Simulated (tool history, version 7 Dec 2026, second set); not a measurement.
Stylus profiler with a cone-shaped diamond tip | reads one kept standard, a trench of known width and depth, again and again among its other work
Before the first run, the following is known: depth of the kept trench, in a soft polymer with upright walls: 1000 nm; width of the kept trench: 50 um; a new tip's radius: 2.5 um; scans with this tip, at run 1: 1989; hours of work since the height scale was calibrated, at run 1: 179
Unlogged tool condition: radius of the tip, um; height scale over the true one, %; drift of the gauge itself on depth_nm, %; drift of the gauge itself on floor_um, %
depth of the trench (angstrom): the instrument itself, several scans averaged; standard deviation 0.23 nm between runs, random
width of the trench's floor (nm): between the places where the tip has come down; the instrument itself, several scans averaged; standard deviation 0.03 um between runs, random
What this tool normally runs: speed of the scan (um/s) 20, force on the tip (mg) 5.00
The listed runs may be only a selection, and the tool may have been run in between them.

run,day,speed of the scan (um/s),force on the tip (mg),scans with this tip,hours of work since the height scale was calibrated,depth of the trench (angstrom),width of the trench's floor (nm)
1,0.000,20,5.00,1989,179,10091.7,45480
2,1.054,20,5.00,2186,197,10091.1,45470
3,2.121,20,5.00,2385,215,10095.1,45430
4,2.838,58,5.00,2519,227,10091.1,45240
5,3.554,58,5.00,2653,239,10096.8,45170
6,4.288,58,5.00,2789,252,10095.8,45190
7,5.300,58,5.00,2979,269,10095.3,45200
8,6.000,35,5.00,3110,281,10094.6,45230
9,6.950,35,4.13,3288,297,10088.2,45200
10,7.417,35,4.13,3374,304,10088.4,45180
11,8.062,35,4.13,3495,315,10079.4,45180
12,9.050,35,4.13,3679,332,10087.0,45120
13,10.129,35,4.13,3881,350,10086.3,45130
14,10.854,63,4.13,4017,362,10089.7,44950
15,11.679,63,4.13,4171,376,10089.0,44960
16,12.629,63,4.13,4348,392,10082.6,44870
17,13.600,63,4.13,4530,409,10089.5,44910
18,14.321,9,5.00,4664,421,10099.6,45170
# day 14.412: height scale calibrated on a step standard
19,14.962,9,5.00,4780,9,10104.1,45130
20,15.879,9,5.00,4952,25,10103.3,45040
21,16.529,7,3.31,5073,36,10081.1,45070
22,17.196,34,2.05,5197,47,10062.0,44880
# day 17.892: height scale calibrated on a step standard, once more
23,18.146,12,3.83,5371,4,10072.9,44980
24,19.021,21,14.08,5534,19,10171.2,44940
25,20.133,6,4.47,5742,38,10080.4,44950
26,20.742,8,10.34,5856,48,10143.5,44900
27,21.617,16,5.00,6019,63,10087.5,44790
28,22.117,42,5.00,6113,71,10092.3,44750
29,23.158,42,5.00,6307,89,10089.4,44720
30,23.746,42,5.00,6417,99,10089.6,44730
31,24.400,67,5.18,6539,110,10091.4,44610
32,25.162,32,5.00,6682,123,10093.1,44690
33,26.046,32,5.00,6847,137,10091.9,44600
34,27.154,32,5.00,7054,156,10092.7,44620
35,28.258,8,3.77,7260,175,10074.0,44710
36,29.017,8,3.77,7402,188,10075.9,44760
37,30.004,8,3.77,7586,204,10073.6,44620
38,30.692,20,3.74,7714,216,10078.0,44620
39,31.500,10,1.98,7865,229,10052.2,44580
40,32.446,10,1.98,8042,245,10054.3,44650

Each row is a separate what-if for the run after 40, all from the same tool condition, not one after another. Results?
A,33.375,19,8.80,8215,261,?,?
B,33.375,10,9.37,8215,261,?,?
C,33.375,6,2.45,8215,261,?,?
D,33.375,8,5.80,8215,261,?,?

run,depth of the trench (angstrom),width of the trench's floor (nm)
A,10133.0,44560
B,10140.3,44600
C,10058.1,44580
D,10098.4,44610
With the hidden condition removed and each run's random variation left untouched, the same runs would have given:
run,depth of the trench (angstrom),width of the trench's floor (nm)
A,10125.1,45930
B,10132.4,45970
C,10050.3,45950
D,10090.6,45980

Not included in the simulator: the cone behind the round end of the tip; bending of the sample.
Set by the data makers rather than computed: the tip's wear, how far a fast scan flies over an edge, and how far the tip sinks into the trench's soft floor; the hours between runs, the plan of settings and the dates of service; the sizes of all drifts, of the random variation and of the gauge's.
